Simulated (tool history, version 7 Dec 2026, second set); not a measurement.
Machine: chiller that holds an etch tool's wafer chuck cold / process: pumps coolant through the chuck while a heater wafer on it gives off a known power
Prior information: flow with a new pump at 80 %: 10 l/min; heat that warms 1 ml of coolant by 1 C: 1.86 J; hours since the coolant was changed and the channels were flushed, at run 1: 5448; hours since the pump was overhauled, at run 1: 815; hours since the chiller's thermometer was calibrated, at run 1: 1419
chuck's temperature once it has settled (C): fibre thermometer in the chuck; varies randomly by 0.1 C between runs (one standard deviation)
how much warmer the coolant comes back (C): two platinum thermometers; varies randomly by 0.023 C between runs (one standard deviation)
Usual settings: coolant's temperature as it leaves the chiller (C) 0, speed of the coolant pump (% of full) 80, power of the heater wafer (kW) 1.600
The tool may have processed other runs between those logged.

run,hour,coolant's temperature as it leaves the chiller (C),speed of the coolant pump (% of full),power of the heater wafer (kW),hours since the coolant was changed and the channels were flushed,hours since the pump was overhauled,hours since the chiller's thermometer was calibrated,chuck's temperature once it has settled (C),how much warmer the coolant comes back (C)
1,0.0,0,80,1.600,5448,815,1419,15.8,5.16
2,16.6,0,80,1.600,5465,832,1436,15.7,5.13
3,35.7,0,80,1.600,5484,851,1455,15.8,5.15
4,68.0,0,66,1.600,5516,883,1487,17.8,6.27
5,85.6,0,66,1.600,5533,901,1505,17.9,6.31
6,117.8,0,66,1.600,5566,933,1537,17.6,6.29
7,142.9,0,66,1.600,5591,958,1562,17.7,6.24
8,175.2,0,80,1.600,5623,990,1594,15.8,5.21
9,199.3,0,80,1.600,5647,1015,1619,15.8,5.14
10,231.4,0,80,1.600,5679,1047,1651,15.9,5.14
11,245.9,0,80,1.600,5694,1061,1665,15.6,5.17
12,261.2,6,80,1.600,5709,1076,1681,21.7,5.17
13,285.4,6,80,1.600,5733,1101,1705,21.8,5.18
14,314.8,0,80,1.041,5763,1130,1734,10.2,3.35
15,329.5,0,80,1.600,5777,1145,1749,15.7,5.21
16,346.2,0,80,1.600,5794,1161,1765,15.5,5.14
17,374.9,0,65,0.954,5823,1190,1794,10.6,3.82
18,396.4,0,65,0.954,5844,1212,1816,10.8,3.80
19,427.7,3,62,2.234,5876,1243,1847,28.8,9.35
20,447.2,0,85,2.362,5895,1262,1866,22.4,7.21
21,474.1,0,85,2.362,5922,1289,1893,22.2,7.17
22,504.4,-3,98,2.362,5952,1320,1924,17.5,6.19
23,525.5,-3,98,2.362,5973,1341,1945,17.4,6.19
24,555.8,6,98,2.362,6004,1371,1975,26.7,6.19
25,573.7,6,98,2.362,6022,1389,1993,26.5,6.21
26,596.6,0,90,1.911,6045,1412,2016,17.5,5.47
27,621.4,9,98,1.613,6069,1437,2041,23.0,4.23
28,651.0,-1,94,1.625,6099,1466,2070,13.5,4.46
29,671.1,0,60,2.350,6119,1486,2090,27.4,10.16
30,702.8,0,60,2.350,6151,1518,2122,27.7,10.16
31,728.4,0,60,2.350,6176,1544,2148,27.8,10.17

Here are 5 independent what-if runs from the current tool condition. What would each one return?
A,747.5,-4,67,2.115,6195,1563,2167,?,?
B,747.5,-2,60,2.350,6195,1563,2167,?,?
C,747.5,-10,80,1.893,6195,1563,2167,?,?
D,747.5,0,64,0.813,6195,1563,2167,?,?
E,747.5,3,87,2.350,6195,1563,2167,?,?

run,chuck's temperature once it has settled (C),how much warmer the coolant comes back (C)
A,19.1,8.21
B,25.6,10.17
C,8.5,6.09
D,9.3,3.29
E,24.9,6.95
Had the tool no hidden state, the same runs would have come out as:
run,chuck's temperature once it has settled (C),how much warmer the coolant comes back (C)
A,19.1,8.21
B,25.5,10.16
C,8.5,6.08
D,9.3,3.28
E,24.8,6.95
